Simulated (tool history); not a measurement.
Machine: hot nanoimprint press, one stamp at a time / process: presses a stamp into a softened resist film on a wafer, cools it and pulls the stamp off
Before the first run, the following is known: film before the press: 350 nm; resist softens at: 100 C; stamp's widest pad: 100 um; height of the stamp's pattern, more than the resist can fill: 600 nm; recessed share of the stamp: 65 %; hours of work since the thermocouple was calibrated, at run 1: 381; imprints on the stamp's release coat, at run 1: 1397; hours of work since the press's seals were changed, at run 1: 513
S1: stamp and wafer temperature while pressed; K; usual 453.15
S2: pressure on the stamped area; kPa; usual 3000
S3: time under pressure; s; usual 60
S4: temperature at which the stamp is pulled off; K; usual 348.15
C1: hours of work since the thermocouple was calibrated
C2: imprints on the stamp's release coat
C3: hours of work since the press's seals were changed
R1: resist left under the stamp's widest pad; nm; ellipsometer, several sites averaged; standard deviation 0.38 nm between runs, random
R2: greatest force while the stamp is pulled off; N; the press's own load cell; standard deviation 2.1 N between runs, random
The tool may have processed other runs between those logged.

| run | hour | S1 | S2 | S3 | S4 | C1 | C2 | C3 | R1 | R2 |
|---|---|---|---|---|---|---|---|---|---|---|
| 1 | 0 | 453.15 | 3000 | 60 | 348.15 | 381 | 1397 | 513 | 164.3 | 141 |
|  | 11 | stamp cleaned and given a new release coat |
| 2 | 78.5 | 453.15 | 3010 | 60 | 348.15 | 423 | 306 | 555 | 162.9 | 103 |
|  | 128.9 | plate thermocouple calibrated |
| 3 | 136.6 | 453.15 | 3010 | 60 | 348.15 | 4 | 556 | 586 | 167.3 | 112 |
| 4 | 174.7 | 453.15 | 3000 | 60 | 348.15 | 26 | 728 | 608 | 168.9 | 112 |
| 5 | 208.4 | 453.15 | 3000 | 60 | 348.15 | 46 | 881 | 628 | 168.8 | 122 |
| 6 | 256.6 | 453.15 | 3000 | 60 | 348.15 | 74 | 1099 | 656 | 168 | 131 |
| 7 | 321.2 | 453.15 | 3000 | 60 | 348.15 | 111 | 1392 | 693 | 168.2 | 138 |
|  | 333.2 | stamp cleaned and given a new release coat |
| 8 | 399.8 | 453.15 | 3000 | 60 | 336.15 | 153 | 302 | 735 | 167.3 | 137 |
| 9 | 468.6 | 453.15 | 3000 | 60 | 336.15 | 193 | 613 | 775 | 166.8 | 147 |
| 10 | 509.6 | 453.15 | 3000 | 60 | 336.15 | 216 | 799 | 798 | 166 | 159 |
| 11 | 554.6 | 453.15 | 3000 | 60 | 348.15 | 242 | 1003 | 824 | 166.1 | 125 |
| 12 | 600.6 | 453.15 | 3000 | 60 | 348.15 | 269 | 1211 | 851 | 165.5 | 130 |
|  | 656.5 | stamp cleaned and given a new release coat |
| 13 | 674.2 | 453.15 | 3000 | 60 | 348.15 | 308 | 80 | 890 | 165.6 | 95 |
| 14 | 724.1 | 445.15 | 3000 | 60 | 348.15 | 336 | 306 | 919 | 221.3 | 107 |
| 15 | 781.1 | 445.15 | 3000 | 60 | 348.15 | 369 | 564 | 951 | 219.4 | 109 |
| 16 | 846.2 | 445.15 | 3000 | 60 | 348.15 | 407 | 859 | 989 | 219.6 | 119 |
| 17 | 915.9 | 445.15 | 3000 | 60 | 348.15 | 447 | 1175 | 1029 | 218.6 | 124 |
|  | 924.9 | plate thermocouple calibrated |
| 18 | 967.7 | 445.15 | 3000 | 60 | 348.15 | 25 | 1395 | 1057 | 226.8 | 141 |
|  | 982.8 | stamp cleaned and given a new release coat |
|  | 1016.3 | press's hydraulic seals changed and the load cell set to zero |
| 19 | 1022.1 | 445.15 | 3000 | 60 | 348.15 | 48 | 142 | 3 | 222.4 | 98 |
| 20 | 1093.6 | 462.15 | 3000 | 36 | 348.15 | 89 | 466 | 45 | 144.5 | 111 |
| 21 | 1145.8 | 462.15 | 3000 | 36 | 348.15 | 119 | 702 | 75 | 144 | 118 |
| 22 | 1197.8 | 462.15 | 3000 | 36 | 348.15 | 149 | 937 | 105 | 144.4 | 123 |
| 23 | 1257.7 | 462.15 | 3000 | 36 | 348.15 | 184 | 1209 | 139 | 142.9 | 133 |
| 24 | 1292.1 | 465.15 | 3000 | 60 | 348.15 | 204 | 1365 | 159 | 107.9 | 136 |
|  | 1311.1 | stamp cleaned and given a new release coat |
| 25 | 1364.3 | 465.15 | 3070 | 60 | 339.15 | 242 | 241 | 197 | 106.4 | 119 |
| 26 | 1422.1 | 453.15 | 3000 | 82 | 342.15 | 275 | 503 | 231 | 149.1 | 126 |
| 27 | 1472.9 | 453.15 | 3000 | 81 | 348.15 | 305 | 733 | 260 | 148.7 | 119 |
| 28 | 1517.4 | 453.15 | 2040 | 60 | 344.15 | 330 | 934 | 286 | 200.4 | 137 |
| 29 | 1575 | 458.15 | 2710 | 60 | 348.15 | 364 | 1195 | 319 | 145 | 127 |
|  | 1632.4 | stamp cleaned and given a new release coat |
| 30 | 1648.9 | 453.15 | 2580 | 60 | 346.15 | 403 | 75 | 358 | 176.7 | 101 |

4 options for the next run, each taken on its own from the tool as it stands now. Forecast them:
| A | 1706.5 | 460.15 | 2230 | 60 | 353.15 | 436 | 335 | 391 | ? | ? |
| B | 1706.5 | 462.15 | 3000 | 60 | 339.15 | 436 | 335 | 391 | ? | ? |
| C | 1706.5 | 442.15 | 3000 | 60 | 335.15 | 436 | 335 | 391 | ? | ? |
| D | 1706.5 | 453.15 | 2580 | 37 | 346.15 | 436 | 335 | 391 | ? | ? |

| run | R1 | R2 |
|---|---|---|
| A | 149.7 | 87 |
| B | 118.8 | 129 |
| C | 241.7 | 135 |
| D | 205.1 | 106 |
With the hidden condition removed and each run's random variation left untouched, the same runs would have given:
| run | R1 | R2 |
|---|---|---|
| A | 153.2 | 80 |
| B | 121.5 | 118 |
| C | 246.9 | 124 |
| D | 209.6 | 97 |

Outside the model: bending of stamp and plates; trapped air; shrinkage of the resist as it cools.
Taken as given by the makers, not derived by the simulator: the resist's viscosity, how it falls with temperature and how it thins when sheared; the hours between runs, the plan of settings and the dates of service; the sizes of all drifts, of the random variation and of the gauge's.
